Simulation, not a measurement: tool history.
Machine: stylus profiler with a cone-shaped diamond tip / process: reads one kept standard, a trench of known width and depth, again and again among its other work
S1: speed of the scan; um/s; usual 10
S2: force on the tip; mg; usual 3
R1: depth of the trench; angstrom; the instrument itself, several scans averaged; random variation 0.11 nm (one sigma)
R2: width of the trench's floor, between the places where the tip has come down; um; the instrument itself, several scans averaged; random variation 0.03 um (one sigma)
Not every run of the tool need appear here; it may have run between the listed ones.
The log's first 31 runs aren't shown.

| run | hour | S1 | S2 | R1 | R2 |
|---|---|---|---|---|---|
| 32 | 1248.5 | 33 | 3.03 | 2029.3 | 97.85 |
| 33 | 1302.5 | 10 | 2.59 | 2023 | 98.03 |
| 34 | 1330.7 | 25 | 1.89 | 2018.8 | 97.89 |
| 35 | 1366.3 | 2 | 1.71 | 2016.8 | 98 |
| 36 | 1400.4 | 10 | 1.44 | 2016.8 | 97.94 |
| 37 | 1430.3 | 6 | 6.16 | 2045.1 | 98.01 |
| 38 | 1475.9 | 6 | 3.81 | 2032.8 | 98 |
|  | 1527.9 | height scale calibrated on a step standard |
| 39 | 1527.9 | 4 | 1.56 | 2017.4 | 97.99 |
| 40 | 1563.6 | 4 | 3 | 2025.9 | 97.99 |
| 41 | 1614.6 | 10 | 2.99 | 2028 | 97.98 |
| 42 | 1646.6 | 23 | 1.17 | 2013.4 | 97.81 |
| 43 | 1699.3 | 3 | 3 | 2029 | 97.98 |

Alternative continuations, all from the tool just after run 43; predict every row:
| A | 1754.7 | 2 | 4.26 | ? | ? |
| B | 1754.7 | 3 | 3.6 | ? | ? |
| C | 1754.7 | 27 | 5.98 | ? | ? |

| run | R1 | R2 |
|---|---|---|
| A | 2035.5 | 98.02 |
| B | 2030.2 | 97.99 |
| C | 2044.1 | 97.92 |
The same runs, with their run-to-run variation unchanged, on a tool lacking any hidden condition would have given:
| run | R1 | R2 |
|---|---|---|
| A | 2035.4 | 98.04 |
| B | 2030.1 | 98.01 |
| C | 2044.1 | 97.94 |

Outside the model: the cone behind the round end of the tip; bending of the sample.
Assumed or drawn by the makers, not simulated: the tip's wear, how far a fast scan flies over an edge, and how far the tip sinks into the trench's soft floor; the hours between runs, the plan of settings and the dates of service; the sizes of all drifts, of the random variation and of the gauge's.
